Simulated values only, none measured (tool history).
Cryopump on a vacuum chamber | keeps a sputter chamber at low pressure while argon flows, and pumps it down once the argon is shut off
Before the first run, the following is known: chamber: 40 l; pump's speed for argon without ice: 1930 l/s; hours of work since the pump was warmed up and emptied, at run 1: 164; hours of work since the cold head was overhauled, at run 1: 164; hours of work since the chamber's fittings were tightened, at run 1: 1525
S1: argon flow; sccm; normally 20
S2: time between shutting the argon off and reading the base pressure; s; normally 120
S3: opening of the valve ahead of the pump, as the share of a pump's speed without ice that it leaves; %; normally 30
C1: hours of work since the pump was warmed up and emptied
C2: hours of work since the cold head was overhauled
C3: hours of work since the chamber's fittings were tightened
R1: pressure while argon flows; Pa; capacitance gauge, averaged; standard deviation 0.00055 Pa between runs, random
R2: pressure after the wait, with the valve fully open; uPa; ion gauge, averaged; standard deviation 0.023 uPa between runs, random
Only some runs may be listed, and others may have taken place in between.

run,hour,S1,S2,S3,C1,C2,C3,R1,R2
1,0,20,120,30,164,164,1525,0.0591,1.84
2,10.2,20,120,30,173,173,1533,0.0605,1.88
3,26.8,20,120,30,186,186,1547,0.0607,1.85
4,47.5,20,120,30,203,203,1564,0.0591,1.86
5,60.1,20,120,30,213,213,1574,0.0606,1.94
6,79.2,20,120,30,228,228,1589,0.0601,1.95
7,93.1,20,120,30,240,240,1600,0.06,1.95
8,103.4,13,101,33,248,248,1609,0.036,2.09
9,117.8,13,101,33,260,260,1620,0.0357,2.1
10,138.5,36,59,30,276,276,1637,0.1095,2.63
11,158.3,22,91,30,292,292,1653,0.0659,2.29
12,170,22,91,30,302,302,1662,0.0676,2.21
13,181.3,22,179,16,311,311,1671,0.1233,1.83
14,196.7,23,170,36,323,323,1684,0.0593,1.91

Subtracting, for every run, the result it would have given without the tool's unlogged condition from the measured result gives the following. The same run-to-run variation enters both numbers; the gauge's scatter may not:
Hidden state at play: pump's speed, % of a pump's without ice; cold plate's temperature, K; leak into the chamber, uPa l/s; drift of the gauge itself on working_pa, %; drift of the gauge itself on base_upa, %.
run,R1,R2
1,+0.0014,+1.08
2,+0.0015,+1.12
3,+0.0016,+1.11
4,+0.0017,+1.11
5,+0.0019,+1.15
6,+0.002,+1.19
7,+0.0021,+1.19
8,+0.0014,+1.22
9,+0.0014,+1.21
10,+0.0044,+1.24
11,+0.0029,+1.31
12,+0.003,+1.27
13,+0.0031,+1.27
14,+0.0034,+1.31
